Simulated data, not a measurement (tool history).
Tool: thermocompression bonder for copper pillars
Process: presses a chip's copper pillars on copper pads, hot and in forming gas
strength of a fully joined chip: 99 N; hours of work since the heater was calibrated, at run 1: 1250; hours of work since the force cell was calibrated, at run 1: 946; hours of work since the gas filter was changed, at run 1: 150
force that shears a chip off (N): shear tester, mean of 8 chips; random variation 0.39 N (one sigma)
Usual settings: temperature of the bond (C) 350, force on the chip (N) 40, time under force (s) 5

| run | hour | temperature of the bond (C) | force on the chip (N) | time under force (s) | hours of work since the heater was calibrated | hours of work since the force cell was calibrated | hours of work since the gas filter was changed | force that shears a chip off (N) |
|---|---|---|---|---|---|---|---|---|
| 1 | 0.0 | 350 | 40 | 5 | 1250 | 946 | 150 | 47.7 |
| 2 | 42.3 | 350 | 40 | 5 | 1274 | 970 | 174 | 48.0 |
| 3 | 92.8 | 350 | 40 | 5 | 1303 | 999 | 203 | 48.1 |
| 4 | 141.6 | 350 | 40 | 5 | 1331 | 1027 | 231 | 47.6 |
| 5 | 168.9 | 350 | 40 | 5 | 1347 | 1043 | 247 | 47.0 |
| 6 | 203.8 | 365 | 40 | 5 | 1367 | 1063 | 267 | 52.3 |
| 7 | 232.3 | 350 | 40 | 7 | 1383 | 1079 | 283 | 52.3 |
| 8 | 269.4 | 350 | 27 | 5 | 1405 | 1100 | 304 | 38.6 |
| 9 | 314.3 | 350 | 27 | 5 | 1430 | 1126 | 330 | 37.9 |
| 10 | 337.5 | 350 | 27 | 5 | 1444 | 1139 | 343 | 38.3 |
| 11 | 378.8 | 350 | 40 | 5 | 1467 | 1163 | 367 | 46.2 |
| 12 | 426.2 | 350 | 40 | 5 | 1495 | 1190 | 394 | 45.5 |
|  | 448.7 | heater calibrated with a thermocouple chip |
| 13 | 464.0 | 350 | 40 | 5 | 9 | 1211 | 415 | 47.6 |
|  | 486.0 | forming gas filter changed |
| 14 | 516.9 | 350 | 40 | 5 | 39 | 1241 | 18 | 51.0 |
| 15 | 555.3 | 350 | 40 | 5 | 61 | 1263 | 40 | 50.3 |
| 16 | 596.8 | 350 | 40 | 5 | 85 | 1287 | 64 | 49.8 |
| 17 | 637.6 | 350 | 40 | 5 | 108 | 1310 | 87 | 48.9 |
| 18 | 693.0 | 350 | 40 | 9 | 140 | 1342 | 119 | 58.8 |
| 19 | 727.7 | 350 | 40 | 9 | 160 | 1362 | 139 | 59.5 |
| 20 | 771.6 | 350 | 40 | 9 | 185 | 1387 | 164 | 59.1 |
| 21 | 800.2 | 350 | 40 | 8 | 202 | 1404 | 180 | 56.0 |
|  | 806.5 | force cell calibrated |
| 22 | 832.3 | 372 | 26 | 5 | 219 | 15 | 198 | 45.4 |
| 23 | 885.7 | 344 | 26 | 4 | 250 | 45 | 229 | 33.6 |

Forecast run 24:
| 24 | 925.9 | 344 | 26 | 4 | 273 | 69 | 252 | ? |

{"run 24": {"force that shears a chip off (N)": 34.7}}
Without the tool's hidden state the same run would have given force that shears a chip off (N) 37.8.
